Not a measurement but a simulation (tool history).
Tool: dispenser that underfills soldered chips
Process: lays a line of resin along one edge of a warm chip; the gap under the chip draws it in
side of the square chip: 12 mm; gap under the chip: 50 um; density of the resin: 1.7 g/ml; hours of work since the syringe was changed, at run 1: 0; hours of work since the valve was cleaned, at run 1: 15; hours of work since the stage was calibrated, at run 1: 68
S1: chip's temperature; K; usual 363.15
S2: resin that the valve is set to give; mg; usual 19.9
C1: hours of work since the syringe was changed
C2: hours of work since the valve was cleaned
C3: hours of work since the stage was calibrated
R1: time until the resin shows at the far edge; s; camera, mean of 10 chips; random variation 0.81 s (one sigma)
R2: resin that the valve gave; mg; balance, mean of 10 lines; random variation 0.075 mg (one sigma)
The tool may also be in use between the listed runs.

run 1 hour=0 | S1=363.15 S2=19.9 | C1=0 C2=15 C3=68 | R1=73.7 R2=19.79
run 2 hour=7.3 | S1=355.15 S2=19.9 | C1=6 C2=20 C3=73 | R1=128.9 R2=19.63
-- hour=10.3 new syringe of resin
run 3 hour=11.1 | S1=363.15 S2=19.9 | C1=1 C2=23 C3=76 | R1=75.7 R2=19.67
run 4 hour=14.6 | S1=363.15 S2=19.9 | C1=3 C2=25 C3=78 | R1=88.5 R2=19.63
run 5 hour=18.8 | S1=375.15 S2=19.9 | C1=6 C2=28 C3=82 | R1=78 R2=19.55
-- hour=20.9 new syringe of resin
run 6 hour=23.3 | S1=375.15 S2=19.9 | C1=2 C2=31 C3=85 | R1=58.2 R2=19.65
run 7 hour=27.8 | S1=363.15 S2=19.9 | C1=5 C2=35 C3=88 | R1=99.5 R2=19.47
-- hour=31.1 new syringe of resin
run 8 hour=31.6 | S1=363.15 S2=19.9 | C1=0 C2=37 C3=90 | R1=75.2 R2=19.49
run 9 hour=35.8 | S1=363.15 S2=19.9 | C1=3 C2=40 C3=94 | R1=91.3 R2=19.51
run 10 hour=39.3 | S1=363.15 S2=19.9 | C1=6 C2=43 C3=96 | R1=108 R2=19.36
-- hour=41.6 new syringe of resin
run 11 hour=46.4 | S1=363.15 S2=19.9 | C1=4 C2=48 C3=101 | R1=89 R2=19.41
-- hour=52.2 new syringe of resin
run 12 hour=54.2 | S1=363.15 S2=16.9 | C1=1 C2=53 C3=107 | R1=81.4 R2=16.39
run 13 hour=59.8 | S1=354.15 S2=16.9 | C1=6 C2=58 C3=111 | R1=137.5 R2=16.22
-- hour=62.4 dispensing valve cleaned and set on the balance
-- hour=63.5 new syringe of resin
run 14 hour=66.9 | S1=354.15 S2=16.9 | C1=2 C2=3 C3=115 | R1=113.8 R2=16.95
run 15 hour=72.2 | S1=363.15 S2=22.6 | C1=6 C2=7 C3=119 | R1=109.7 R2=22.52
-- hour=73.9 new syringe of resin
run 16 hour=76.3 | S1=363.15 S2=19.6 | C1=2 C2=10 C3=122 | R1=82.7 R2=19.38
run 17 hour=80.3 | S1=363.15 S2=19.6 | C1=5 C2=13 C3=125 | R1=98 R2=19.41
-- hour=84.3 new syringe of resin
run 18 hour=88.3 | S1=363.15 S2=19.6 | C1=3 C2=18 C3=130 | R1=86.1 R2=19.41
-- hour=95 new syringe of resin
run 19 hour=96.8 | S1=361.15 S2=19.3 | C1=1 C2=24 C3=136 | R1=83.1 R2=18.98
run 20 hour=100.6 | S1=361.15 S2=19.3 | C1=4 C2=27 C3=139 | R1=97.3 R2=19.21
-- hour=105.7 new syringe of resin
run 21 hour=105.7 | S1=370.15 S2=19 | C1=0 C2=31 C3=143 | R1=61 R2=18.68
run 22 hour=111.1 | S1=370.15 S2=19 | C1=4 C2=35 C3=147 | R1=79.4 R2=18.55
-- hour=116.1 new syringe of resin
run 23 hour=119.5 | S1=363.15 S2=20.4 | C1=3 C2=41 C3=153 | R1=85.4 R2=20.04
-- hour=126.5 new syringe of resin
run 24 hour=126.5 | S1=364.15 S2=24.9 | C1=0 C2=46 C3=157 | R1=69.2 R2=24.28
run 25 hour=133.5 | S1=358.15 S2=18.7 | C1=5 C2=51 C3=163 | R1=115.4 R2=18.22
-- hour=136.9 new syringe of resin
run 26 hour=140.1 | S1=371.15 S2=22.7 | C1=2 C2=55 C3=167 | R1=67.7 R2=22.06
-- hour=145.5 dispensing valve cleaned and set on the balance
-- hour=148.2 new syringe of resin
run 27 hour=148.4 | S1=367.15 S2=19.5 | C1=0 C2=2 C3=172 | R1=63.7 R2=19.51
run 28 hour=153.2 | S1=370.15 S2=25 | C1=4 C2=5 C3=176 | R1=73 R2=24.88
-- hour=158.6 new syringe of resin
run 29 hour=160.7 | S1=370.15 S2=25 | C1=1 C2=11 C3=181 | R1=66.2 R2=24.72
-- hour=168.9 new syringe of resin
run 30 hour=168.9 | S1=369.15 S2=25 | C1=0 C2=17 C3=187 | R1=60.9 R2=24.69
run 31 hour=177 | S1=358.15 S2=17.3 | C1=6 C2=22 C3=193 | R1=122.5 R2=17.11
-- hour=179.2 new syringe of resin
run 32 hour=184.1 | S1=363.15 S2=23 | C1=4 C2=28 C3=198 | R1=89.1 R2=22.65
-- hour=189.9 new syringe of resin
run 33 hour=192.7 | S1=359.15 S2=23.6 | C1=2 C2=34 C3=204 | R1=91.9 R2=23.05
-- hour=200.2 new syringe of resin
run 34 hour=200.2 | S1=360.15 S2=21 | C1=0 C2=39 C3=209 | R1=76.9 R2=20.53
run 35 hour=206.5 | S1=371.15 S2=20.8 | C1=5 C2=44 C3=214 | R1=78.7 R2=20.23

Forecast each of these 3 alternatives for the next run:
-- hour=210.3 new syringe of resin
run A hour=213.2 | S1=367.15 S2=23.1 | C1=2 C2=48 C3=219 | R1=? R2=?
-- hour=210.3 new syringe of resin
run B hour=213.2 | S1=371.15 S2=20.5 | C1=2 C2=48 C3=219 | R1=? R2=?
-- hour=210.3 new syringe of resin
run C hour=213.2 | S1=364.15 S2=20.8 | C1=2 C2=48 C3=219 | R1=? R2=?

run=A R1=73.3 R2=22.53
run=B R1=65.3 R2=19.84
run=C R1=78.9 R2=20.23
Without the tool's hidden state the same runs would have given:
run=A R1=68.1 R2=23.13
run=B R1=60.5 R2=20.37
run=C R1=73.3 R2=20.77
